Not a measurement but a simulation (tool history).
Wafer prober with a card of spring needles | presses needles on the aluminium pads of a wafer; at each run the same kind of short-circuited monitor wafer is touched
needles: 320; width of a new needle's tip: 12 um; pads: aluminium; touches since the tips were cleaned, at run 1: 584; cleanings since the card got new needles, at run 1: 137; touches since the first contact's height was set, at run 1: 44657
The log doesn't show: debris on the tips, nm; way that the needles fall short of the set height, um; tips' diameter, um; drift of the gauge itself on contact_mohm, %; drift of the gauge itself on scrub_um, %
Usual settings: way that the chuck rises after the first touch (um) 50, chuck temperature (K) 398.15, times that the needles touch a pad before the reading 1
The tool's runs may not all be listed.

| run | hour | way that the chuck rises after the first touch (um) | chuck temperature (K) | times that the needles touch a pad before the reading | touches since the tips were cleaned | cleanings since the card got new needles | touches since the first contact's height was set | resistance of one needle with its contact and lead (mohm) | way that a needle slides on the pad (um) |
|---|---|---|---|---|---|---|---|---|---|
| 1 | 0.0 | 50 | 398.15 | 1 | 584 | 137 | 44657 | 291 | 9.85 |
|  | 8.3 | tips cleaned on abrasive film |
|  | 17.8 | tips cleaned on abrasive film |
| 2 | 18.3 | 50 | 398.15 | 1 | 163 | 139 | 51078 | 268 | 9.82 |
|  | 26.2 | tips cleaned on abrasive film |
|  | 34.6 | tips cleaned on abrasive film |
| 3 | 42.5 | 50 | 398.15 | 1 | 2797 | 141 | 59595 | 350 | 9.95 |
|  | 44.6 | tips cleaned on abrasive film |
|  | 54.6 | tips cleaned on abrasive film |
|  | 64.5 | tips cleaned on abrasive film |
|  | 74.3 | tips cleaned on abrasive film |
| 4 | 78.2 | 50 | 398.15 | 1 | 1382 | 145 | 72100 | 317 | 9.75 |
|  | 84.5 | tips cleaned on abrasive film |
|  | 94.0 | tips cleaned on abrasive film |
| 5 | 94.0 | 50 | 304.15 | 1 | 0 | 147 | 77628 | 237 | 9.67 |
|  | 104.1 | tips cleaned on abrasive film |
|  | 113.6 | tips cleaned on abrasive film |
| 6 | 118.2 | 50 | 304.15 | 1 | 1633 | 149 | 86156 | 314 | 9.59 |
|  | 122.1 | tips cleaned on abrasive film |
|  | 131.6 | tips cleaned on abrasive film |
| 7 | 139.8 | 50 | 304.15 | 1 | 2911 | 151 | 93733 | 357 | 9.63 |
|  | 141.5 | tips cleaned on abrasive film |
|  | 151.0 | tips cleaned on abrasive film |
|  | 160.6 | tips cleaned on abrasive film |
| 8 | 162.2 | 42 | 304.15 | 1 | 569 | 154 | 101574 | 283 | 7.83 |
|  | 170.1 | tips cleaned on abrasive film |
|  | 180.4 | tips cleaned on abrasive film |
|  | 182.8 | height of the first contact set anew |
| 9 | 188.6 | 42 | 304.15 | 1 | 2787 | 156 | 2053 | 372 | 8.68 |
|  | 190.7 | tips cleaned on abrasive film |
|  | 199.7 | tips cleaned on abrasive film |
|  | 208.2 | tips cleaned on abrasive film |
| 10 | 208.2 | 42 | 304.15 | 1 | 0 | 159 | 8894 | 247 | 8.55 |
|  | 218.0 | tips cleaned on abrasive film |
|  | 228.3 | tips cleaned on abrasive film |
| 11 | 233.3 | 42 | 304.15 | 1 | 1770 | 161 | 17724 | 345 | 8.51 |
|  | 237.3 | tips cleaned on abrasive film |
|  | 247.7 | tips cleaned on abrasive film |
|  | 258.0 | tips cleaned on abrasive film |
| 12 | 258.2 | 50 | 398.15 | 1 | 81 | 164 | 26471 | 272 | 10.05 |
|  | 267.7 | tips cleaned on abrasive film |
|  | 277.3 | tips cleaned on abrasive film |
|  | 286.1 | tips cleaned on abrasive film |
| 13 | 286.1 | 65 | 398.15 | 1 | 0 | 167 | 36255 | 255 | 13.20 |
|  | 296.2 | tips cleaned on abrasive film |
|  | 306.1 | tips cleaned on abrasive film |
| 14 | 306.1 | 65 | 398.15 | 1 | 0 | 169 | 43249 | 253 | 13.08 |
|  | 316.5 | tips cleaned on abrasive film |
| 15 | 321.5 | 65 | 398.15 | 1 | 1784 | 170 | 48706 | 295 | 13.20 |
|  | 325.3 | tips cleaned on abrasive film |
|  | 335.0 | tips cleaned on abrasive film |
|  | 344.3 | tips cleaned on abrasive film |
|  | 353.9 | tips cleaned on abrasive film |
| 16 | 356.7 | 65 | 398.15 | 1 | 988 | 174 | 61042 | 282 | 12.99 |
|  | 362.4 | tips cleaned on abrasive film |
|  | 372.3 | tips cleaned on abrasive film |
|  | 382.3 | tips cleaned on abrasive film |
| 17 | 385.0 | 60 | 345.15 | 1 | 961 | 177 | 70951 | 281 | 11.82 |
|  | 391.3 | tips cleaned on abrasive film |
|  | 401.1 | tips cleaned on abrasive film |
| 18 | 401.7 | 60 | 345.15 | 1 | 198 | 179 | 76816 | 253 | 12.04 |
|  | 409.8 | tips cleaned on abrasive film |
|  | 419.7 | tips cleaned on abrasive film |
|  | 428.9 | tips cleaned on abrasive film |
| 19 | 428.9 | 60 | 372.15 | 2 | 0 | 182 | 86351 | 250 | 11.76 |
|  | 438.6 | tips cleaned on abrasive film |
|  | 448.5 | tips cleaned on abrasive film |
| 20 | 454.2 | 41 | 322.15 | 2 | 2012 | 184 | 95264 | 324 | 7.72 |
|  | 458.4 | tips cleaned on abrasive film |
|  | 468.2 | tips cleaned on abrasive film |
| 21 | 473.4 | 47 | 311.15 | 3 | 1842 | 186 | 102002 | 275 | 9.01 |
|  | 477.0 | tips cleaned on abrasive film |
|  | 487.0 | tips cleaned on abrasive film |
|  | 492.8 | height of the first contact set anew |
|  | 496.5 | tips cleaned on abrasive film |
|  | 504.9 | tips cleaned on abrasive film |
| 22 | 508.6 | 47 | 311.15 | 3 | 1318 | 190 | 5522 | 260 | 9.55 |
|  | 514.4 | tips cleaned on abrasive film |
|  | 523.5 | tips cleaned on abrasive film |
|  | 533.7 | tips cleaned on abrasive film |
| 23 | 537.9 | 47 | 311.15 | 3 | 1499 | 193 | 15802 | 262 | 9.38 |
|  | 543.9 | tips cleaned on abrasive film |
|  | 554.1 | tips cleaned on abrasive film |
|  | 564.2 | tips cleaned on abrasive film |
| 24 | 565.9 | 50 | 361.15 | 2 | 630 | 196 | 25638 | 269 | 10.14 |
|  | 573.8 | tips cleaned on abrasive film |
|  | 583.6 | tips cleaned on abrasive film |
| 25 | 585.5 | 50 | 395.15 | 2 | 670 | 198 | 32499 | 276 | 9.95 |
|  | 594.0 | tips cleaned on abrasive film |
|  | 604.1 | tips cleaned on abrasive film |
| 26 | 609.5 | 51 | 310.15 | 1 | 1913 | 200 | 40936 | 343 | 10.10 |
|  | 613.7 | tips cleaned on abrasive film |
|  | 623.6 | tips cleaned on abrasive film |
| 27 | 629.2 | 50 | 321.15 | 1 | 1968 | 202 | 47846 | 329 | 9.84 |
|  | 633.4 | tips cleaned on abrasive film |
|  | 642.8 | tips cleaned on abrasive film |
| 28 | 646.6 | 50 | 301.15 | 2 | 1365 | 204 | 53971 | 282 | 9.93 |
|  | 652.4 | tips cleaned on abrasive film |
|  | 662.5 | tips cleaned on abrasive film |
|  | 672.0 | tips cleaned on abrasive film |
| 29 | 672.0 | 51 | 370.15 | 1 | 0 | 207 | 62849 | 257 | 10.08 |

3 ways to go on from here, each from the tool as it stands after run 29. What would each give?
|  | 681.7 | tips cleaned on abrasive film |
| A | 689.3 | 51 | 323.15 | 2 | 2692 | 208 | 68974 | ? | ? |
|  | 681.7 | tips cleaned on abrasive film |
| B | 689.3 | 51 | 347.15 | 1 | 2692 | 208 | 68974 | ? | ? |
|  | 681.7 | tips cleaned on abrasive film |
| C | 689.3 | 66 | 365.15 | 1 | 2692 | 208 | 68974 | ? | ? |

| run | resistance of one needle with its contact and lead (mohm) | way that a needle slides on the pad (um) |
|---|---|---|
| A | 309 | 10.13 |
| B | 365 | 9.98 |
| C | 308 | 13.13 |
Without the tool's hidden state the same runs would have given:
| run | resistance of one needle with its contact and lead (mohm) | way that a needle slides on the pad (um) |
|---|---|---|
| A | 227 | 10.60 |
| B | 237 | 10.45 |
| C | 231 | 13.60 |
